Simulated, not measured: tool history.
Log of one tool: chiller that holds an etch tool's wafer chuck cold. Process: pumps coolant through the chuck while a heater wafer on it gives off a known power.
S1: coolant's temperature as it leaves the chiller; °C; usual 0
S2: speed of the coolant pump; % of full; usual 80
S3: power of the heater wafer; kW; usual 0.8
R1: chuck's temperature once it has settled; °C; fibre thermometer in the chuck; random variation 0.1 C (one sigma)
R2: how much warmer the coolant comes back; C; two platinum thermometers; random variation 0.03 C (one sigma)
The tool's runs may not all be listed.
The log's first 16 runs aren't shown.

run 17 hour=1180.4 | S1=-3 S2=65 S3=0.476 | R1=3.2 R2=1.27
run 18 hour=1245.3 | S1=2 S2=64 S3=0.8 | R1=12.4 R2=2.07
run 19 hour=1326.5 | S1=3 S2=82 S3=1.004 | R1=13.9 R2=2.05
run 20 hour=1408.5 | S1=-9 S2=80 S3=0.411 | R1=-4.4 R2=0.83
run 21 hour=1456.5 | S1=10 S2=98 S3=0.599 | R1=15.8 R2=1.03
run 22 hour=1503.4 | S1=8 S2=68 S3=0.854 | R1=18.8 R2=2.11
run 23 hour=1589.3 | S1=-9 S2=83 S3=0.569 | R1=-3.1 R2=1.11
run 24 hour=1670 | S1=-1 S2=80 S3=0.431 | R1=3.9 R2=0.9
run 25 hour=1757.8 | S1=-7 S2=94 S3=0.953 | R1=2.5 R2=1.69
run 26 hour=1823.1 | S1=-2 S2=66 S3=0.501 | R1=4.5 R2=1.25
run 27 hour=1875.8 | S1=-2 S2=66 S3=0.501 | R1=4.6 R2=1.25
run 28 hour=1934.4 | S1=0 S2=99 S3=0.8 | R1=7.5 R2=1.38
run 29 hour=2019.6 | S1=-3 S2=68 S3=1.008 | R1=9.5 R2=2.47

Run 30 comes next. What will it give?
run 30 hour=2110.9 | S1=1 S2=80 S3=0.8 | R1=? R2=?

{"run 30": {"R1": 9.8, "R2": 1.7}}
Without the tool's hidden state the same run would have given R1 9.7 °C, R2 1.7 C.
